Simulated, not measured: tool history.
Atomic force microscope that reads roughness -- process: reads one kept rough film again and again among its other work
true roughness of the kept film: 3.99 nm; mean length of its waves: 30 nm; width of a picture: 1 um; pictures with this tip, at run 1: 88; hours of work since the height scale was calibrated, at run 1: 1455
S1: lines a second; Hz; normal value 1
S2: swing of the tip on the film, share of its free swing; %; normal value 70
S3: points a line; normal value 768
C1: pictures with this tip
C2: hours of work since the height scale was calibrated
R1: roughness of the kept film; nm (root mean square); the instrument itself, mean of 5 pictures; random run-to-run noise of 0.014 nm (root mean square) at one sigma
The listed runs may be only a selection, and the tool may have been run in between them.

| run | day | S1 | S2 | S3 | C1 | C2 | R1 |
|---|---|---|---|---|---|---|---|
| 1 | 0 | 1 | 70 | 768 | 88 | 1455 | 2.981 |
| 2 | 3.075 | 1 | 70 | 768 | 248 | 1506 | 2.528 |
|  | 5.308 | new tip fitted |
| 3 | 6.225 | 1 | 70 | 666 | 48 | 1558 | 3.125 |
| 4 | 8.433 | 1 | 70 | 666 | 164 | 1595 | 2.75 |
| 5 | 10.542 | 1 | 70 | 666 | 274 | 1630 | 2.492 |
|  | 12.412 | new tip fitted |
| 6 | 13.308 | 1 | 56 | 768 | 46 | 1675 | 3.183 |
| 7 | 16.021 | 2.06 | 73 | 768 | 188 | 1720 | 2.523 |
| 8 | 18.446 | 1.97 | 74 | 526 | 315 | 1761 | 2.231 |
|  | 19.421 | new tip fitted |
| 9 | 21.854 | 1.97 | 74 | 526 | 127 | 1817 | 2.68 |
| 10 | 24.512 | 1.98 | 90 | 526 | 266 | 1861 | 2.104 |
| 11 | 25.921 | 1.98 | 85 | 526 | 340 | 1884 | 2.05 |
|  | 26.45 | new tip fitted |
| 12 | 28.142 | 1.83 | 70 | 715 | 88 | 1921 | 2.801 |

Alternative continuations, all from the tool just after run 12; predict every row:
| A | 31.233 | 1.83 | 58 | 569 | 250 | 1972 | ? |
| B | 31.233 | 1.83 | 87 | 560 | 250 | 1972 | ? |
| C | 31.233 | 1.83 | 70 | 420 | 250 | 1972 | ? |

| run | R1 |
|---|---|
| A | 2.481 |
| B | 2.183 |
| C | 2.396 |
With no hidden state in the tool, these same runs would have given:
| run | R1 |
|---|---|
| A | 3.255 |
| B | 2.864 |
| C | 3.141 |
